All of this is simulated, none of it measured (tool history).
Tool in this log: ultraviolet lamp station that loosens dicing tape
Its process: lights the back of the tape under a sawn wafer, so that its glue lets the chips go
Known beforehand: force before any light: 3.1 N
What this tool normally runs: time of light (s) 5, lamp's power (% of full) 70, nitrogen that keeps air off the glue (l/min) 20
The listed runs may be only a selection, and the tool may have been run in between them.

run    hour  time of light (s)  lamp's power (% of full)  nitrogen that keeps air off the glue (l/min)  force that peels the tape off (N)  light that reached the tape (J/m2)
  1       0                  5                        70                                            20                              0.396                                3150
       43.1  -- window cleaned of glue's vapour
  2    59.5                  5                        70                                            20                              0.305                                3690
  3   114.2                  5                        64                                            20                              0.367                                3300
  4   173.5                  5                        85                                            20                              0.217                                4330
  5   202.4                  5                        85                                            20                              0.226                                4330
  6     263                  5                        85                                            20                              0.236                                4270
  7   292.8                  7                        85                                            20                              0.124                                5950
  8   318.8                  7                        85                                            20                              0.112                                5950
  9   376.2                  5                        76                                            20                              0.304                                3700
 10     429                  5                        76                                            20                               0.32                                3670
 11     461                  5                        76                                            20                              0.316                                3660
 12   500.2                  5                        70                                            20                              0.386                                3320
 13   546.6                  2                        70                                            20                              1.306                                1330
 14   584.3                  2                        70                                            20                              1.341                                1270
 15   641.5                  2                        70                                            20                              1.351                                1270
 16   673.5                  5                        70                                            20                              0.411                                3200
 17   700.6                  5                        70                                            20                              0.407                                3160
 18   762.7                  5                        70                                            20                              0.424                                3120
 19   818.1                  5                        70                                            20                               0.44                                3110
 20   870.9                  3                        70                                            20                              0.948                                1830
 21   903.7                  3                        70                                            20                              0.927                                1800
 22   955.5                  5                        93                                            20                              0.264                                3970
 23  1009.3                  5                        93                                            20                              0.276                                3870
 24  1072.1                  3                        95                                            20                              0.672                                2380
 25  1117.4                  4                        93                                            15                              0.515                                3060
 26  1156.9                  8                        66                                             8                              0.449                                4260
 27  1192.1                  4                       100                                            39                              0.273                                3230
 28  1222.4                  4                       100                                            39                              0.274                                3210
     1225.5  -- window cleaned of glue's vapour
 29  1280.2                  4                       100                                            39                              0.188                                3700
 30  1310.2                  5                        87                                             7                              0.517                                4050
 31    1354                  5                        87                                             7                              0.554                                4000
 32    1400                  2                        80                                            35                              0.977                                1470
 33  1439.8                  2                        80                                            35                              1.019                                1470
 34    1477                  8                        92                                            25                              0.075                                6620
 35  1506.1                  5                        70                                            23                              0.402                                3090
 36  1552.2                  7                        70                                            23                              0.189                                4300
 37  1612.1                  5                        81                                            15                              0.415                                3520
 38  1659.1                  7                        90                                            13                              0.182                                5380
 39  1721.6                  7                        90                                            13                              0.206                                5380
 40  1756.5                  7                        90                                            13                              0.204                                5290
 41  1816.9                  7                        90                                            13                              0.207                                5240
 42  1856.1                  2                        81                                             8                              1.677                                1340

Forecast each of these 4 alternatives for the next run:
  A  1890.7                  2                        86                                             8                                  ?                                   ?
  B  1890.7                  3                        64                                            22                                  ?                                   ?
  C  1890.7                  4                        95                                            34                                  ?                                   ?
  D  1890.7                  4                        81                                            29                                  ?                                   ?

run  force that peels the tape off (N)  light that reached the tape (J/m2)
  A                              1.618                                1360
  B                              1.076                                1590
  C                               0.31                                3090
  D                              0.462                                2650
Without the tool's unlogged condition, the same runs would have read:
run  force that peels the tape off (N)  light that reached the tape (J/m2)
  A                              1.261                                1900
  B                              0.727                                2190
  C                              0.156                                4280
  D                              0.244                                3660
